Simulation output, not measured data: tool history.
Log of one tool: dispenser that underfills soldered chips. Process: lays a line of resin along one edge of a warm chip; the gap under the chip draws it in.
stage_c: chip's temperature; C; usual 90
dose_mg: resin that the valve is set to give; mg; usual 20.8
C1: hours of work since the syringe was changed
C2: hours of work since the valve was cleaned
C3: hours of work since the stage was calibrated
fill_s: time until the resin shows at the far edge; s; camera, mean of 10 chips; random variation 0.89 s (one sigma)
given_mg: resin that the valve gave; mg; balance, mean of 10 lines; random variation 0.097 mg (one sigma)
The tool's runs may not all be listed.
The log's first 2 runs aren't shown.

{"hour": 16.2, "done": "new syringe of resin"}
{"run": 3, "hour": 20.3, "stage_c": 90, "dose_mg": 20.8, "C1": 3, "C2": 13, "C3": 239, "fill_s": 107.8, "given_mg": 20.73}
{"run": 4, "hour": 26.5, "stage_c": 90, "dose_mg": 20.8, "C1": 6, "C2": 17, "C3": 243, "fill_s": 138.2, "given_mg": 20.37}
{"hour": 29.8, "done": "new syringe of resin"}
{"run": 5, "hour": 35.4, "stage_c": 90, "dose_mg": 20.8, "C1": 4, "C2": 23, "C3": 249, "fill_s": 115.7, "given_mg": 20.35}
{"hour": 43.2, "done": "new syringe of resin"}
{"run": 6, "hour": 46.8, "stage_c": 80, "dose_mg": 20.8, "C1": 2, "C2": 30, "C3": 256, "fill_s": 155.4, "given_mg": 20.37}
{"run": 7, "hour": 52.6, "stage_c": 80, "dose_mg": 20.8, "C1": 6, "C2": 33, "C3": 259, "fill_s": 193.5, "given_mg": 20.26}
{"hour": 56.6, "done": "new syringe of resin"}
{"run": 8, "hour": 61.5, "stage_c": 80, "dose_mg": 20.8, "C1": 3, "C2": 39, "C3": 265, "fill_s": 161.4, "given_mg": 20.14}
{"run": 9, "hour": 68.3, "stage_c": 90, "dose_mg": 22.7, "C1": 7, "C2": 43, "C3": 269, "fill_s": 145.9, "given_mg": 21.85}
{"hour": 69.4, "done": "new syringe of resin"}
{"run": 10, "hour": 76.0, "stage_c": 90, "dose_mg": 22.7, "C1": 4, "C2": 48, "C3": 274, "fill_s": 116.9, "given_mg": 21.87}
{"hour": 82.7, "done": "new syringe of resin"}
{"run": 11, "hour": 83.3, "stage_c": 80, "dose_mg": 20.8, "C1": 0, "C2": 52, "C3": 278, "fill_s": 135.7, "given_mg": 19.89}
{"hour": 95.5, "done": "new syringe of resin"}
{"run": 12, "hour": 95.5, "stage_c": 90, "dose_mg": 20.8, "C1": 0, "C2": 60, "C3": 286, "fill_s": 93.5, "given_mg": 19.77}
{"run": 13, "hour": 106.0, "stage_c": 90, "dose_mg": 20.8, "C1": 7, "C2": 66, "C3": 292, "fill_s": 148.1, "given_mg": 19.75}
{"hour": 109.0, "done": "new syringe of resin"}
{"run": 14, "hour": 113.2, "stage_c": 94, "dose_mg": 20.8, "C1": 3, "C2": 71, "C3": 297, "fill_s": 96.1, "given_mg": 19.72}
{"run": 15, "hour": 120.2, "stage_c": 94, "dose_mg": 20.8, "C1": 7, "C2": 75, "C3": 301, "fill_s": 123.7, "given_mg": 19.6}
{"hour": 122.5, "done": "new syringe of resin"}
{"run": 16, "hour": 126.7, "stage_c": 94, "dose_mg": 20.8, "C1": 3, "C2": 79, "C3": 305, "fill_s": 95.3, "given_mg": 19.58}
{"run": 17, "hour": 134.3, "stage_c": 94, "dose_mg": 20.8, "C1": 7, "C2": 84, "C3": 310, "fill_s": 132.6, "given_mg": 19.47}
{"hour": 135.5, "done": "new syringe of resin"}
{"run": 18, "hour": 140.6, "stage_c": 101, "dose_mg": 20.8, "C1": 3, "C2": 88, "C3": 314, "fill_s": 77.9, "given_mg": 19.49}

The next listed run, before its measurement:
{"hour": 148.5, "done": "new syringe of resin"}
{"run": 19, "hour": 148.9, "stage_c": 101, "dose_mg": 20.8, "C1": 0, "C2": 93, "C3": 319, "fill_s": "?", "given_mg": "?"}

fill_s: 65.4 s
given_mg: 19.37 mg
Without the tool's hidden state the same run would have given fill_s 56.8 s, given_mg 20.84 mg.
